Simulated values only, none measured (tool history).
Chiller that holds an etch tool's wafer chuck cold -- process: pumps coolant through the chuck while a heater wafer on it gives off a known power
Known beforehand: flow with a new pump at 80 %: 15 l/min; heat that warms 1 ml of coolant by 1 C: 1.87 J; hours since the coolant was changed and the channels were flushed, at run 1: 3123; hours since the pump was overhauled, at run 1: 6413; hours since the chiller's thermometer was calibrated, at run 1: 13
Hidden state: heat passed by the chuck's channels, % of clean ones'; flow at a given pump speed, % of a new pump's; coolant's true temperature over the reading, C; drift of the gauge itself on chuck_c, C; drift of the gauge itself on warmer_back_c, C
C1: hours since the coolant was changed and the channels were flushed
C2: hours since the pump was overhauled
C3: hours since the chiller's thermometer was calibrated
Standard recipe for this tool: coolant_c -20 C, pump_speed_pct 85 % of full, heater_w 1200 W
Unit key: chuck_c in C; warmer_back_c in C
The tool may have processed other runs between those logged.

Run 1, hour 0.0: usual settings; C1 3123; C2 6413; C3 13. Result: chuck_c -11.6 C, warmer_back_c 2.38 C.
Run 2, hour 189.9: usual settings; C1 3313; C2 6602; C3 203. Result: chuck_c -11.6 C, warmer_back_c 2.42 C.
Run 3, hour 323.0: usual settings; C1 3446; C2 6736; C3 336. Result: chuck_c -11.7 C, warmer_back_c 2.41 C.
Run 4, hour 500.5: usual settings; C1 3624; C2 6913; C3 513. Result: chuck_c -11.5 C, warmer_back_c 2.43 C.
Run 5, hour 713.2: usual settings; C1 3836; C2 7126; C3 726. Result: chuck_c -11.6 C, warmer_back_c 2.42 C.
Run 6, hour 831.6: usual settings but coolant_c -22 C; C1 3955; C2 7244; C3 844. Result: chuck_c -13.7 C, warmer_back_c 2.49 C.
Run 7, hour 1023.1: usual settings but coolant_c -22 C; C1 4146; C2 7436; C3 1036. Result: chuck_c -13.5 C, warmer_back_c 2.46 C.
Run 8, hour 1195.4: usual settings; C1 4318; C2 7608; C3 1208. Result: chuck_c -11.7 C, warmer_back_c 2.45 C.
Run 9, hour 1397.4: usual settings but heater_w 1535 W; C1 4520; C2 7810; C3 1410. Result: chuck_c -9.4 C, warmer_back_c 3.19 C.
Run 10, hour 1594.7: usual settings; C1 4718; C2 8007; C3 1607. Result: chuck_c -11.7 C, warmer_back_c 2.48 C.
At hour 1639.1: coolant pump overhauled.
Run 11, hour 1790.4: usual settings; C1 4908; C2 151; C3 1798. Result: chuck_c -11.6 C, warmer_back_c 2.47 C.
Run 12, hour 2005.5: usual settings; C1 5123; C2 366; C3 2013. Result: chuck_c -11.6 C, warmer_back_c 2.51 C.
Run 13, hour 2113.5: usual settings; C1 5232; C2 474; C3 2121. Result: chuck_c -11.5 C, warmer_back_c 2.50 C.
Run 14, hour 2248.1: usual settings; C1 5366; C2 609; C3 2256. Result: chuck_c -11.7 C, warmer_back_c 2.46 C.
Run 15, hour 2373.7: usual settings but coolant_c -26 C; C1 5492; C2 735; C3 2381. Result: chuck_c -17.9 C, warmer_back_c 2.49 C.
At hour 2536.7: coolant changed, channels flushed.
Run 16, hour 2588.8: usual settings; C1 52; C2 944; C3 2591. Result: chuck_c -11.5 C, warmer_back_c 2.50 C.
Run 17, hour 2720.7: usual settings but coolant_c -18 C, pump_speed_pct 99 % of full; C1 184; C2 1076; C3 2722. Result: chuck_c -10.5 C, warmer_back_c 2.21 C.
Run 18, hour 2855.2: usual settings but coolant_c -18 C, pump_speed_pct 99 % of full; C1 318; C2 1210; C3 2857. Result: chuck_c -10.6 C, warmer_back_c 2.15 C.
Run 19, hour 2988.0: usual settings but coolant_c -11 C, pump_speed_pct 73 % of full, heater_w 633 W; C1 451; C2 1343; C3 2990. Result: chuck_c -6.2 C, warmer_back_c 1.60 C.
Run 20, hour 3193.0: usual settings but coolant_c -11 C, pump_speed_pct 73 % of full, heater_w 633 W; C1 656; C2 1548; C3 3195. Result: chuck_c -6.3 C, warmer_back_c 1.68 C.
Run 21, hour 3360.0: usual settings but coolant_c -13 C, heater_w 878 W; C1 823; C2 1715; C3 3362. Result: chuck_c -7.0 C, warmer_back_c 1.92 C.
Run 22, hour 3469.7: usual settings but coolant_c -13 C, heater_w 878 W; C1 933; C2 1825; C3 3471. Result: chuck_c -6.8 C, warmer_back_c 1.94 C.
At hour 3585.1: gauge calibrated.
Run 23, hour 3654.8: usual settings but coolant_c -24 C, pump_speed_pct 62 % of full, heater_w 1352 W; C1 1118; C2 2010; C3 3657. Result: chuck_c -12.5 C, warmer_back_c 3.80 C.
Run 24, hour 3744.9: usual settings but coolant_c -24 C, pump_speed_pct 62 % of full, heater_w 1352 W; C1 1208; C2 2100; C3 3747. Result: chuck_c -12.5 C, warmer_back_c 3.80 C.
Run 25, hour 3840.4: usual settings but coolant_c -24 C, pump_speed_pct 62 % of full, heater_w 1352 W; C1 1304; C2 2195; C3 3842. Result: chuck_c -12.6 C, warmer_back_c 3.83 C.
Run 26, hour 3984.1: usual settings but coolant_c -24 C; C1 1447; C2 2339; C3 3986. Result: chuck_c -15.8 C, warmer_back_c 2.45 C.
Run 27, hour 4175.5: usual settings but coolant_c -24 C; C1 1639; C2 2530; C3 4177. Result: chuck_c -15.8 C, warmer_back_c 2.43 C.
Run 28, hour 4387.6: usual settings but coolant_c -13 C, pump_speed_pct 91 % of full; C1 1851; C2 2742; C3 4389. Result: chuck_c -5.0 C, warmer_back_c 2.33 C.
Run 29, hour 4479.8: usual settings but coolant_c -23 C, pump_speed_pct 80 % of full; C1 1943; C2 2835; C3 4482. Result: chuck_c -14.4 C, warmer_back_c 2.64 C.
Run 30, hour 4595.2: usual settings but coolant_c -27 C, pump_speed_pct 71 % of full, heater_w 710 W; C1 2058; C2 2950; C3 4597. Result: chuck_c -21.7 C, warmer_back_c 1.78 C.
At hour 4680.0: chiller's thermometer calibrated.
Run 31, hour 4811.5: usual settings but coolant_c -11 C, pump_speed_pct 91 % of full, heater_w 640 W; C1 2274; C2 3165; C3 131. Result: chuck_c -6.9 C, warmer_back_c 1.25 C.
Run 32, hour 4952.2: usual settings but coolant_c -24 C, pump_speed_pct 67 % of full, heater_w 640 W; C1 2415; C2 3306; C3 272. Result: chuck_c -19.0 C, warmer_back_c 1.75 C.

Below are 3 alternative next runs, each starting from the tool's condition after run 32. Predict each:
Run A, hour 5142.2: usual settings but coolant_c -24 C, pump_speed_pct 90 % of full, heater_w 640 W; C1 2605; C2 3496; C3 462. Result: chuck_c ?, warmer_back_c ?.
Run B, hour 5142.2: usual settings but coolant_c -23 C, pump_speed_pct 70 % of full, heater_w 640 W; C1 2605; C2 3496; C3 462. Result: chuck_c ?, warmer_back_c ?.
Run C, hour 5142.2: usual settings but coolant_c -12 C, heater_w 1405 W; C1 2605; C2 3496; C3 462. Result: chuck_c ?, warmer_back_c ?.

run  chuck_c  warmer_back_c
  A    -19.7           1.27
  B    -17.8           1.65
  C     -2.0           2.89
The same runs, with their run-to-run variation unchanged, on a tool lacking any hidden condition would have given:
run  chuck_c  warmer_back_c
  A    -19.7           1.20
  B    -17.8           1.57
  C     -2.1           2.81

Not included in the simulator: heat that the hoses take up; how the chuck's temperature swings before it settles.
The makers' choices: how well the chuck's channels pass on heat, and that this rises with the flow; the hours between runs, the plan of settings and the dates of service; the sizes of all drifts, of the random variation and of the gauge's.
